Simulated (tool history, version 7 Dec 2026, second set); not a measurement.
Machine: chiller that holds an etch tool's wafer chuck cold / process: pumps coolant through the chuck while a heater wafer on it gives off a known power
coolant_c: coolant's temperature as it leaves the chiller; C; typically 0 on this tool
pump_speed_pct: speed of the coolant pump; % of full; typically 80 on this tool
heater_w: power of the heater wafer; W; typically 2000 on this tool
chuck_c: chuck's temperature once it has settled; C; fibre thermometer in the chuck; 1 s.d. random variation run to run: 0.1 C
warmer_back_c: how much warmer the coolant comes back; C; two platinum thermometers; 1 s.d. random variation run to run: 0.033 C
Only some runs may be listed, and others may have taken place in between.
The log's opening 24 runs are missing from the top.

| run | day | coolant_c | pump_speed_pct | heater_w | hours since the coolant was changed and the channels were flushed | hours since the pump was overhauled | hours since the chiller's thermometer was calibrated | chuck_c | warmer_back_c |
|---|---|---|---|---|---|---|---|---|---|
|  | 32.492 | chiller's thermometer calibrated, once more |
| 25 | 32.750 | -1 | 71 | 2373 | 4230 | 1744 | 6 | 24.5 | 6.89 |
| 26 | 34.425 | -1 | 71 | 2373 | 4270 | 1784 | 46 | 24.3 | 6.85 |
| 27 | 36.492 | -1 | 71 | 2373 | 4319 | 1834 | 96 | 24.4 | 6.80 |
| 28 | 38.250 | 8 | 74 | 1120 | 4362 | 1876 | 138 | 19.4 | 3.13 |
| 29 | 39.783 | -1 | 80 | 2000 | 4398 | 1913 | 175 | 18.5 | 5.12 |
| 30 | 40.921 | 0 | 64 | 2569 | 4426 | 1940 | 202 | 30.1 | 8.14 |
| 31 | 42.900 | 0 | 64 | 1538 | 4473 | 1988 | 250 | 18.2 | 4.93 |
| 32 | 44.512 | -6 | 87 | 2544 | 4512 | 2026 | 289 | 17.2 | 6.02 |

Here are 3 independent what-if runs from the current tool condition. What would each one return?
| A | 45.871 | -4 | 75 | 3000 | 4545 | 2059 | 321 | ? | ? |
| B | 45.871 | 3 | 64 | 2814 | 4545 | 2059 | 321 | ? | ? |
| C | 45.871 | 6 | 87 | 2544 | 4545 | 2059 | 321 | ? | ? |

| run | chuck_c | warmer_back_c |
|---|---|---|
| A | 27.0 | 8.22 |
| B | 36.3 | 9.00 |
| C | 29.4 | 6.04 |
Stripped of hidden state, with their random variation kept, the same runs would have yielded:
| run | chuck_c | warmer_back_c |
|---|---|---|
| A | 22.2 | 7.87 |
| B | 31.2 | 8.61 |
| C | 25.8 | 5.78 |

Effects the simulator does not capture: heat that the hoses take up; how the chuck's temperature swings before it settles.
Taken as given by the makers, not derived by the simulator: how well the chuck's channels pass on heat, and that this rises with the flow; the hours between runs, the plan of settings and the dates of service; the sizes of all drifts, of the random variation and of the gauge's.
